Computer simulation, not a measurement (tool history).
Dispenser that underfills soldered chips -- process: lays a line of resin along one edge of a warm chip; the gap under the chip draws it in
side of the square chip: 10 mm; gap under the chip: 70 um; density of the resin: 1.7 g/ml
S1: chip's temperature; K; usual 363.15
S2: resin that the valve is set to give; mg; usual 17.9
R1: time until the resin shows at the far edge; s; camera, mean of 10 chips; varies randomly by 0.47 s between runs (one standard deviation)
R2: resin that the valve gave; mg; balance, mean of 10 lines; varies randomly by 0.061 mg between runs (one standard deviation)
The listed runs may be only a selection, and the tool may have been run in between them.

run,hour,S1,S2,R1,R2
1,0.0,363.15,17.9,36.8,17.69
2,2.8,363.15,17.9,43.6,17.63
3,5.3,363.15,17.9,49.5,17.60
# hour 9.1: new syringe of resin
4,9.6,363.15,17.9,38.6,17.58
5,13.3,373.15,17.9,30.3,17.69
6,15.6,369.15,17.9,42.1,17.56
# hour 18.6: new syringe of resin
7,19.6,366.15,17.9,33.3,17.46
8,23.5,366.15,17.9,41.0,17.55
9,27.4,354.15,17.9,90.9,17.51
# hour 28.1: new syringe of resin
10,31.2,354.15,17.9,66.6,17.50
11,36.3,363.15,17.9,58.2,17.46
# hour 37.4: new syringe of resin
12,41.8,363.15,17.9,46.7,17.32
13,44.6,350.15,17.9,100.0,17.35
# hour 47.0: new syringe of resin
14,48.6,363.15,19.5,40.9,18.74
15,52.4,363.15,19.5,49.5,18.78
16,55.0,363.15,16.4,60.2,15.79
# hour 56.4: new syringe of resin
17,60.3,363.15,17.4,45.9,16.69
# hour 62.2: dispensing valve cleaned and set on the balance
18,64.0,363.15,17.4,52.7,17.31
# hour 66.8: new syringe of resin
19,68.6,363.15,17.4,39.8,17.26
20,73.3,357.15,23.0,67.0,22.89
# hour 76.3: new syringe of resin
21,78.6,363.15,19.6,42.1,19.41
22,82.9,363.15,19.6,52.3,19.44
# hour 85.7: new syringe of resin
23,87.9,353.15,21.9,66.6,21.66
24,93.0,373.15,22.5,35.8,22.17
# hour 95.3: new syringe of resin
25,98.1,366.15,17.9,37.4,17.52
26,100.4,356.15,15.7,70.2,15.38
27,104.2,378.15,20.4,31.4,20.04
# hour 104.8: new syringe of resin
28,107.0,366.15,20.7,35.9,20.28
29,109.5,349.15,18.7,94.6,18.22
30,112.1,349.15,18.7,108.9,18.22
# hour 114.4: new syringe of resin
31,115.3,349.15,18.7,76.2,18.39
32,120.5,349.15,18.7,103.0,18.04
# hour 123.9: new syringe of resin
33,124.3,363.15,17.4,38.3,16.92
34,127.2,363.15,17.4,45.7,16.86
35,129.4,348.15,19.2,101.7,18.57
36,132.2,374.15,16.3,37.5,15.68

Some steps in R1, run to run, broken into two amounts with sign: the step expected even without the hidden condition (settings, incoming material, random variation), and the rest, left for the hidden condition together with whatever gauge scatter is not in both the measured and the hidden-condition-free result:
Hidden conditions of the tool in this case: resin's viscosity, % of fresh resin's; dose that the valve gives, % of what is set; true chip temperature over the reading, C; drift of the gauge itself on fill_s, %; drift of the gauge itself on given_mg, %.
Run 13 -> 14: S1 350.15 -> 363.15, S2 17.9 -> 19.5, new syringe of resin. R1 -59.1 s: hidden state -30.0, all else -29.1.
Run 30 -> 31: new syringe of resin. R1 -32.7 s: hidden state -32.6, all else -0.1.
Run 32 -> 33: S1 349.15 -> 363.15, S2 18.7 -> 17.4, new syringe of resin. R1 -64.7 s: hidden state -32.1, all else -32.6.
Run 35 -> 36: S1 348.15 -> 374.15, S2 19.2 -> 16.3. R1 -64.2 s: hidden state -14.4, all else -49.8.

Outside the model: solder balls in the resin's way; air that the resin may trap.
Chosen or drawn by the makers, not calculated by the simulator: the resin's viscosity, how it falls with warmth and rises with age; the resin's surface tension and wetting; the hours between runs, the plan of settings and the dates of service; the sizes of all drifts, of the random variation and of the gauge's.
